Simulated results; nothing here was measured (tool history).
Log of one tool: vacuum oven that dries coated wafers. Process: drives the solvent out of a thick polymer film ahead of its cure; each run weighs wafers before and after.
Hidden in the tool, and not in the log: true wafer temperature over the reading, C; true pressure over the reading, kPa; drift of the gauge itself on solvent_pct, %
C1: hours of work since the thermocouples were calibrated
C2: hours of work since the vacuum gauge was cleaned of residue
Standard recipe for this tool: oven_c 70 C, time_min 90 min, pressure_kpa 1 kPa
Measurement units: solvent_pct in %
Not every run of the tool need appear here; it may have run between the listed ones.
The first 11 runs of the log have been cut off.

Run 12, hour 98: usual settings; C1 196; C2 196. Result: solvent_pct 3.19 %.
Run 13, hour 103.7: usual settings; C1 199; C2 199. Result: solvent_pct 3.18 %.
Run 14, hour 111.2: usual settings; C1 203; C2 203. Result: solvent_pct 3.2 %.
Run 15, hour 124.4: usual settings but oven_c 66 C; C1 210; C2 210. Result: solvent_pct 4.58 %.
Run 16, hour 133.9: usual settings but pressure_kpa 1.19 kPa; C1 214; C2 214. Result: solvent_pct 3.22 %.
Run 17, hour 145.7: usual settings but pressure_kpa 1.19 kPa; C1 221; C2 221. Result: solvent_pct 3.24 %.
Run 18, hour 157.6: usual settings but pressure_kpa 1.17 kPa; C1 227; C2 227. Result: solvent_pct 3.2 %.
Run 19, hour 164.6: usual settings but pressure_kpa 1.17 kPa; C1 230; C2 230. Result: solvent_pct 3.24 %.
Run 20, hour 175.4: usual settings but pressure_kpa 1.17 kPa; C1 236; C2 236. Result: solvent_pct 3.21 %.
Run 21, hour 181.6: usual settings but oven_c 71 C; C1 239; C2 239. Result: solvent_pct 2.83 %.
Run 22, hour 190.6: usual settings but oven_c 83 C, time_min 74 min, pressure_kpa 3.97 kPa; C1 244; C2 244. Result: solvent_pct 1.42 %.
Run 23, hour 196.6: usual settings but oven_c 83 C, time_min 74 min, pressure_kpa 3.97 kPa; C1 247; C2 247. Result: solvent_pct 1.43 %.
Run 24, hour 209: usual settings but oven_c 83 C, time_min 136 min, pressure_kpa 1.02 kPa; C1 253; C2 253. Result: solvent_pct 0.32 %.
Run 25, hour 220.2: usual settings but oven_c 58 C, time_min 136 min, pressure_kpa 2.8 kPa; C1 259; C2 259. Result: solvent_pct 6.57 %.
Run 26, hour 229.8: usual settings but oven_c 58 C, time_min 136 min, pressure_kpa 2.8 kPa; C1 264; C2 264. Result: solvent_pct 6.56 %.

Estimate the outcome of run 27 from the log above:
Run 27, hour 241.3: usual settings but oven_c 79 C, time_min 95 min, pressure_kpa 2.34 kPa; C1 270; C2 270. Result: solvent_pct ?.

solvent_pct: 1.18 %
With no hidden state in the tool, this same run would have given solvent_pct 1.21 %.
